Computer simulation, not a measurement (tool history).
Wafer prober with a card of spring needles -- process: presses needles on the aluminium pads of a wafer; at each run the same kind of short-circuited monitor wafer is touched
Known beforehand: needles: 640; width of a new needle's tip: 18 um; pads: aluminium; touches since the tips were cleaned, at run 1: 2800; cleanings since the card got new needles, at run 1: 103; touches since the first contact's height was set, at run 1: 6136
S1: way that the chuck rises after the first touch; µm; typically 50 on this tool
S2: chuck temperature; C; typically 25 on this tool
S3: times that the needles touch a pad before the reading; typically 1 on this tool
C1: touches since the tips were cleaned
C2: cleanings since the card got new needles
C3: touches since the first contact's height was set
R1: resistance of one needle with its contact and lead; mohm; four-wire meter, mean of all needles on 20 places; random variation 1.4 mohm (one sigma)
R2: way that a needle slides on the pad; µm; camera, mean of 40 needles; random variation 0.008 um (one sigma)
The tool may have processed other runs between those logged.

| run | hour | S1 | S2 | S3 | C1 | C2 | C3 | R1 | R2 |
|---|---|---|---|---|---|---|---|---|---|
| 1 | 0.0 | 50 | 25 | 1 | 2800 | 103 | 6136 | 212 | 7.929 |
|  | 11.3 | tips cleaned on abrasive film |
| 2 | 25.4 | 50 | 25 | 1 | 5408 | 104 | 15852 | 263 | 7.902 |
|  | 29.3 | tips cleaned on abrasive film |
|  | 49.2 | tips cleaned on abrasive film |
|  | 69.0 | tips cleaned on abrasive film |
| 3 | 73.8 | 50 | 25 | 1 | 1831 | 107 | 34286 | 187 | 7.867 |
|  | 90.0 | tips cleaned on abrasive film |
|  | 109.8 | tips cleaned on abrasive film |
| 4 | 116.9 | 50 | 25 | 1 | 2719 | 109 | 50738 | 224 | 7.854 |
|  | 127.3 | tips cleaned on abrasive film |
|  | 146.1 | tips cleaned on abrasive film |
|  | 150.0 | height of the first contact set anew |
|  | 167.1 | tips cleaned on abrasive film |
| 5 | 177.6 | 50 | 25 | 1 | 3992 | 112 | 10527 | 253 | 7.802 |
|  | 184.9 | tips cleaned on abrasive film |
|  | 203.3 | tips cleaned on abrasive film |
|  | 223.8 | tips cleaned on abrasive film |
| 6 | 235.2 | 33 | 25 | 1 | 4352 | 115 | 32511 | 450 | 5.062 |
|  | 241.4 | tips cleaned on abrasive film |
|  | 262.1 | tips cleaned on abrasive film |
|  | 280.1 | tips cleaned on abrasive film |
| 7 | 294.4 | 33 | 25 | 1 | 5460 | 118 | 55092 | 465 | 5.048 |
|  | 298.8 | tips cleaned on abrasive film |
|  | 316.0 | height of the first contact set anew |
|  | 320.4 | tips cleaned on abrasive film |
|  | 332.5 | height of the first contact set anew, once more |
|  | 339.4 | tips cleaned on abrasive film |
| 8 | 347.6 | 33 | 25 | 1 | 3129 | 121 | 5753 | 362 | 5.220 |
|  | 360.3 | tips cleaned on abrasive film |
|  | 379.3 | tips cleaned on abrasive film |
| 9 | 379.3 | 50 | 25 | 1 | 0 | 123 | 17819 | 128 | 7.895 |
|  | 399.2 | tips cleaned on abrasive film |
|  | 418.6 | tips cleaned on abrasive film |
| 10 | 426.5 | 69 | 25 | 1 | 3044 | 125 | 35859 | 182 | 10.897 |
|  | 438.0 | tips cleaned on abrasive film |
|  | 458.7 | tips cleaned on abrasive film |
| 11 | 474.1 | 69 | 25 | 1 | 5910 | 127 | 54033 | 203 | 10.877 |
|  | 478.6 | tips cleaned on abrasive film |
|  | 495.4 | height of the first contact set anew |
|  | 499.9 | tips cleaned on abrasive film |
|  | 520.2 | tips cleaned on abrasive film |
| 12 | 522.5 | 69 | 25 | 1 | 848 | 130 | 10288 | 144 | 10.945 |
|  | 539.0 | tips cleaned on abrasive film |
|  | 558.8 | tips cleaned on abrasive film |
|  | 577.2 | tips cleaned on abrasive film |
| 13 | 581.6 | 69 | 25 | 1 | 1691 | 133 | 32869 | 171 | 10.896 |
|  | 597.7 | tips cleaned on abrasive film |
|  | 617.9 | tips cleaned on abrasive film |
|  | 639.0 | tips cleaned on abrasive film |
| 14 | 640.1 | 50 | 25 | 1 | 433 | 136 | 55178 | 156 | 7.841 |
|  | 658.7 | tips cleaned on abrasive film |
|  | 659.0 | height of the first contact set anew |
|  | 677.9 | tips cleaned on abrasive film |
| 15 | 682.4 | 50 | 25 | 3 | 1732 | 138 | 8932 | 142 | 7.939 |
|  | 697.5 | tips cleaned on abrasive film |
|  | 717.7 | tips cleaned on abrasive film |
| 16 | 728.6 | 50 | 25 | 3 | 4180 | 140 | 26554 | 164 | 7.907 |
|  | 737.4 | tips cleaned on abrasive film |
| 17 | 754.0 | 50 | 48 | 1 | 6363 | 141 | 36252 | 274 | 7.883 |
|  | 757.6 | tips cleaned on abrasive film |
|  | 777.7 | tips cleaned on abrasive film |
| 18 | 778.8 | 36 | 25 | 1 | 441 | 143 | 45709 | 178 | 5.651 |
|  | 797.8 | tips cleaned on abrasive film |
|  | 817.3 | tips cleaned on abrasive film |
|  | 821.5 | height of the first contact set anew |
| 19 | 825.2 | 38 | 54 | 3 | 2908 | 145 | 1417 | 196 | 6.053 |
|  | 837.7 | tips cleaned on abrasive film |
|  | 855.9 | tips cleaned on abrasive film |
|  | 874.1 | tips cleaned on abrasive film |
| 20 | 874.4 | 50 | 79 | 2 | 136 | 148 | 20186 | 136 | 7.907 |
|  | 891.9 | tips cleaned on abrasive film |
|  | 910.1 | tips cleaned on abrasive film |
|  | 930.0 | tips cleaned on abrasive film |
| 21 | 934.2 | 50 | 35 | 1 | 1601 | 151 | 42984 | 192 | 7.873 |
|  | 948.7 | tips cleaned on abrasive film |
|  | 966.8 | tips cleaned on abrasive film |
|  | 984.4 | height of the first contact set anew |
|  | 987.6 | tips cleaned on abrasive film |
| 22 | 987.6 | 33 | 46 | 2 | 0 | 154 | 1215 | 140 | 5.221 |
|  | 1006.7 | tips cleaned on abrasive film |
|  | 1026.1 | tips cleaned on abrasive film |
|  | 1047.3 | tips cleaned on abrasive film |
| 23 | 1048.0 | 50 | 98 | 2 | 255 | 157 | 24237 | 146 | 7.894 |
|  | 1066.4 | tips cleaned on abrasive film |
| 24 | 1072.5 | 36 | 98 | 2 | 2327 | 158 | 33598 | 249 | 5.662 |
|  | 1086.6 | tips cleaned on abrasive film |
| 25 | 1101.3 | 48 | 51 | 2 | 5645 | 159 | 44616 | 219 | 7.566 |
|  | 1105.1 | tips cleaned on abrasive film |
|  | 1126.3 | tips cleaned on abrasive film |
| 26 | 1142.0 | 50 | 64 | 2 | 6054 | 161 | 60145 | 217 | 7.860 |
|  | 1146.5 | tips cleaned on abrasive film |
|  | 1150.6 | height of the first contact set anew |
|  | 1167.5 | tips cleaned on abrasive film |
| 27 | 1182.4 | 34 | 39 | 3 | 5701 | 163 | 12160 | 245 | 5.377 |
|  | 1186.5 | tips cleaned on abrasive film |
|  | 1204.4 | tips cleaned on abrasive film |
| 28 | 1208.8 | 34 | 39 | 3 | 1665 | 165 | 22196 | 194 | 5.363 |
|  | 1223.8 | tips cleaned on abrasive film |
|  | 1245.4 | tips cleaned on abrasive film |
|  | 1265.3 | tips cleaned on abrasive film |
| 29 | 1265.3 | 34 | 39 | 3 | 0 | 168 | 43771 | 139 | 5.326 |

Forecast each of these 3 alternatives for the next run:
|  | 1284.1 | tips cleaned on abrasive film |
|  | 1304.1 | tips cleaned on abrasive film |
| A | 1307.0 | 48 | 46 | 3 | 1122 | 170 | 59674 | ? | ? |
|  | 1284.1 | tips cleaned on abrasive film |
|  | 1304.1 | tips cleaned on abrasive film |
| B | 1307.0 | 61 | 39 | 3 | 1122 | 170 | 59674 | ? | ? |
|  | 1284.1 | tips cleaned on abrasive film |
|  | 1304.1 | tips cleaned on abrasive film |
| C | 1307.0 | 50 | 25 | 2 | 1122 | 170 | 59674 | ? | ? |

| run | R1 | R2 |
|---|---|---|
| A | 145 | 7.513 |
| B | 134 | 9.595 |
| C | 162 | 7.840 |
Had the tool no hidden state, the same runs would have come out as:
| run | R1 | R2 |
|---|---|---|
| A | 114 | 7.606 |
| B | 114 | 9.687 |
| C | 114 | 7.932 |
